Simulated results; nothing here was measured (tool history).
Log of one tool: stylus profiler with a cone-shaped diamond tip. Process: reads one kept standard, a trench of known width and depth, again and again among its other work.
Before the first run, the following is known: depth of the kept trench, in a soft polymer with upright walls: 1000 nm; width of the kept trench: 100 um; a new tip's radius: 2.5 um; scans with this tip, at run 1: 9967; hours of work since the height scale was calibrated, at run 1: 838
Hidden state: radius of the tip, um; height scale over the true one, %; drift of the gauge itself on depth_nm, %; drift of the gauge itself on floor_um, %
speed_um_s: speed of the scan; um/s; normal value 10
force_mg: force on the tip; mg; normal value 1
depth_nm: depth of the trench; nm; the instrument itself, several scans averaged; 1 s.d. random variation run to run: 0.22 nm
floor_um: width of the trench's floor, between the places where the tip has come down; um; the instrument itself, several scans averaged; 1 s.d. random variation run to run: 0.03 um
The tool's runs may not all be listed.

run,hour,speed_um_s,force_mg,scans with this tip,hours of work since the height scale was calibrated,depth_nm,floor_um
1,0,10,1,9967,838,1004.14,95.88
2,41.4,10,1,10287,865,1004.31,95.88
3,83.8,10,0.64,10615,892,1003.4,95.88
4,119.1,10,1,10888,915,1004.41,95.91
5,152.9,10,1,11149,937,1004.59,95.87
6,188.9,10,1,11427,961,1004.18,95.92
7,221.2,10,1,11677,981,1004.28,95.88
8,266,24,1,12023,1011,1003.98,95.78
9,297.1,10,1,12264,1031,1004.24,95.89
10,332.9,10,1,12541,1054,1004.56,95.93
11,367.6,10,1,12809,1077,1004.81,95.97
# hour 388.6: new tip fitted, height scale calibrated
12,398.4,10,1,76,6,1004.66,95.94
13,447.9,10,1,459,39,1004.44,95.92
14,488.6,10,1,773,65,1004.5,95.94
15,526.7,10,1.5,1068,90,1005.57,95.95
16,560.8,10,1.5,1332,112,1005.8,95.98
17,590.8,10,1.5,1564,131,1006.04,95.97
18,612.8,10,1.5,1734,146,1005.84,95.97
19,644.3,15,1.5,1978,166,1005.79,95.92
20,672.9,10,1,2199,185,1004.27,95.96
21,704,10,1,2439,205,1004.34,95.94
22,746.5,10,1,2768,233,1004.63,95.95
23,774,10,0.49,2980,250,1002.55,95.91
24,810.8,19,2.75,3265,274,1008.5,95.92
25,848.4,5,0.52,3555,299,1002.46,95.9
26,890.4,10,1.31,3880,326,1004.85,95.89
27,921.2,2,0.76,4118,346,1003.59,96.01
28,953.1,2,0.76,4364,367,1003.89,96.05
29,981.2,14,0.35,4582,385,1002.13,95.78
30,1002.1,25,1,4743,399,1004.95,95.79
31,1031.5,25,0.92,4971,418,1004.28,95.8
32,1065.7,25,0.92,5235,440,1004.55,95.84
33,1097.5,33,0.78,5481,461,1003.97,95.75
34,1147.1,33,0.78,5865,493,1003.64,95.73
35,1167.2,21,2.76,6020,506,1008.88,95.88
36,1201.2,21,2.17,6283,528,1007.38,95.85
37,1244.6,21,2.17,6618,556,1007.14,95.83
38,1292.6,27,2.95,6989,587,1008.96,95.88
39,1318.5,29,1.58,7189,604,1006.03,95.77
40,1367.5,4,0.38,7568,636,1002.59,95.97
41,1401.5,4,0.38,7831,658,1002.5,95.92
42,1449.2,12,1.2,8199,689,1004.91,95.92
43,1488.4,12,1.2,8503,715,1004.85,95.89
44,1519.9,4,1.09,8746,735,1004.82,95.96
45,1559.9,4,1.09,9056,761,1004.63,95.95
46,1603.4,4,1.09,9392,789,1004.35,95.96

Some steps in floor_um between neighbouring runs. How much of each would the tool show without its hidden state too (settings, what came in, random variation), and how much is left for the hidden state, with any gauge scatter that isn't in both results?
Run 1 -> 2: no setting touched and nothing written in the log between the runs. floor_um +0 um: hidden state -0.01, all else +0.01.
Run 2 -> 3: force_mg 1 -> 0.64. floor_um +0 um: hidden state +0.01, all else -0.01.
Run 11 -> 12: new tip fitted, height scale calibrated. floor_um -0.03 um: hidden state +0.02, all else -0.05.
Run 28 -> 29: speed_um_s 2 -> 14, force_mg 0.76 -> 0.35. floor_um -0.27 um: hidden state +0, all else -0.27.
Run 34 -> 35: speed_um_s 33 -> 21, force_mg 0.78 -> 2.76. floor_um +0.15 um: hidden state -0.01, all else +0.16.
Run 39 -> 40: speed_um_s 29 -> 4, force_mg 1.58 -> 0.38. floor_um +0.2 um: hidden state +0.01, all else +0.19.
